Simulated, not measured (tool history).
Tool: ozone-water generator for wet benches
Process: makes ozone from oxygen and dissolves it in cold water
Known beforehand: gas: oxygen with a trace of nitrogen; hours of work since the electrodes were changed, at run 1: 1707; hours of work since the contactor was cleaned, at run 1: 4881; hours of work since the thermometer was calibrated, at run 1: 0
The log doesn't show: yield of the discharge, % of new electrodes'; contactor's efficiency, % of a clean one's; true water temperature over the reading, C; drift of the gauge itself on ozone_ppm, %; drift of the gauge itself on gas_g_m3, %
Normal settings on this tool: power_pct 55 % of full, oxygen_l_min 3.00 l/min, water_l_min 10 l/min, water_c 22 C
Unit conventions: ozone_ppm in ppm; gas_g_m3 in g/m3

| run | day | power_pct | oxygen_l_min | water_l_min | water_c | hours of work since the electrodes were changed | hours of work since the contactor was cleaned | hours of work since the thermometer was calibrated | ozone_ppm | gas_g_m3 |
|---|---|---|---|---|---|---|---|---|---|---|
| 1 | 0.000 | 55 | 3.00 | 10 | 22 | 1707 | 4881 | 0 | 11.8 | 123.0 |
| 2 | 8.675 | 55 | 3.00 | 10 | 22 | 1851 | 5025 | 143 | 11.5 | 124.3 |
| 3 | 16.679 | 55 | 3.00 | 10 | 15 | 1983 | 5157 | 276 | 12.8 | 122.6 |
| 4 | 25.308 | 55 | 3.00 | 10 | 15 | 2126 | 5300 | 419 | 12.7 | 123.4 |
| 5 | 33.250 | 55 | 3.00 | 10 | 15 | 2257 | 5431 | 550 | 12.6 | 122.8 |
| 6 | 39.800 | 55 | 3.00 | 10 | 15 | 2366 | 5539 | 658 | 12.9 | 123.8 |
| 7 | 48.904 | 55 | 3.00 | 10 | 23 | 2516 | 5690 | 809 | 11.2 | 120.8 |
| 8 | 56.042 | 55 | 3.00 | 10 | 23 | 2634 | 5808 | 927 | 11.0 | 123.2 |
| 9 | 63.725 | 55 | 3.00 | 10 | 23 | 2761 | 5935 | 1054 | 11.1 | 120.8 |
| 10 | 68.254 | 55 | 3.00 | 10 | 22 | 2836 | 6010 | 1129 | 11.4 | 121.5 |
| 11 | 74.312 | 55 | 3.00 | 10 | 22 | 2936 | 6110 | 1229 | 11.2 | 121.7 |
| 12 | 82.946 | 55 | 3.00 | 10 | 22 | 3079 | 6253 | 1372 | 11.2 | 121.9 |
| 13 | 88.725 | 55 | 3.00 | 10 | 22 | 3175 | 6349 | 1467 | 11.0 | 119.5 |
|  | 89.404 | water thermometer calibrated |
| 14 | 93.446 | 55 | 3.00 | 12 | 22 | 3253 | 6426 | 67 | 9.9 | 119.7 |
| 15 | 99.792 | 55 | 3.00 | 10 | 27 | 3358 | 6531 | 172 | 10.1 | 120.0 |
| 16 | 105.950 | 55 | 3.00 | 10 | 20 | 3459 | 6633 | 274 | 11.5 | 118.4 |
| 17 | 114.846 | 55 | 3.00 | 10 | 22 | 3607 | 6780 | 421 | 11.0 | 118.3 |
|  | 115.550 | water thermometer calibrated, once more |
| 18 | 120.729 | 55 | 3.00 | 10 | 25 | 3703 | 6877 | 86 | 10.5 | 118.8 |
| 19 | 127.129 | 55 | 3.00 | 14 | 28 | 3809 | 6983 | 192 | 7.7 | 119.3 |
| 20 | 135.304 | 43 | 3.00 | 7 | 14 | 3945 | 7118 | 327 | 13.8 | 102.9 |
| 21 | 144.058 | 83 | 1.66 | 7 | 14 | 4089 | 7263 | 471 | 17.3 | 176.7 |
| 22 | 152.975 | 92 | 3.04 | 10 | 22 | 4237 | 7410 | 619 | 14.3 | 153.8 |
| 23 | 160.129 | 92 | 3.04 | 10 | 22 | 4355 | 7529 | 737 | 14.1 | 152.9 |
| 24 | 165.200 | 51 | 3.00 | 12 | 22 | 4439 | 7613 | 821 | 9.0 | 112.0 |
| 25 | 173.000 | 51 | 3.00 | 12 | 22 | 4568 | 7742 | 950 | 8.7 | 113.4 |
| 26 | 179.154 | 76 | 3.00 | 10 | 18 | 4670 | 7843 | 1052 | 13.4 | 138.9 |
| 27 | 184.900 | 76 | 3.00 | 10 | 18 | 4765 | 7938 | 1147 | 13.1 | 136.8 |
| 28 | 192.275 | 76 | 3.04 | 8 | 18 | 4887 | 8060 | 1269 | 15.5 | 134.5 |
| 29 | 197.804 | 55 | 1.92 | 10 | 22 | 4978 | 8152 | 1360 | 9.5 | 133.8 |
| 30 | 205.942 | 55 | 3.00 | 15 | 22 | 5113 | 8286 | 1495 | 7.7 | 117.2 |
| 31 | 210.867 | 55 | 3.00 | 6 | 22 | 5194 | 8368 | 1576 | 14.7 | 115.4 |
| 32 | 219.746 | 55 | 1.99 | 6 | 22 | 5341 | 8515 | 1723 | 13.7 | 131.6 |
| 33 | 229.250 | 55 | 4.47 | 6 | 14 | 5498 | 8672 | 1880 | 17.0 | 101.9 |
| 34 | 237.067 | 83 | 3.68 | 7 | 14 | 5628 | 8801 | 2010 | 19.0 | 132.2 |

Forecast each of these 3 alternatives for the next run:
| A | 243.867 | 83 | 2.45 | 16 | 20 | 5740 | 8914 | 2122 | ? | ? |
| B | 243.867 | 83 | 2.93 | 10 | 22 | 5740 | 8914 | 2122 | ? | ? |
| C | 243.867 | 52 | 3.85 | 10 | 24 | 5740 | 8914 | 2122 | ? | ? |

| run | ozone_ppm | gas_g_m3 |
|---|---|---|
| A | 8.4 | 150.8 |
| B | 12.5 | 141.2 |
| C | 9.8 | 103.1 |
Without the tool's unlogged condition, the same runs would have read:
| run | ozone_ppm | gas_g_m3 |
|---|---|---|
| A | 10.9 | 174.9 |
| B | 16.0 | 163.8 |
| C | 12.1 | 115.4 |
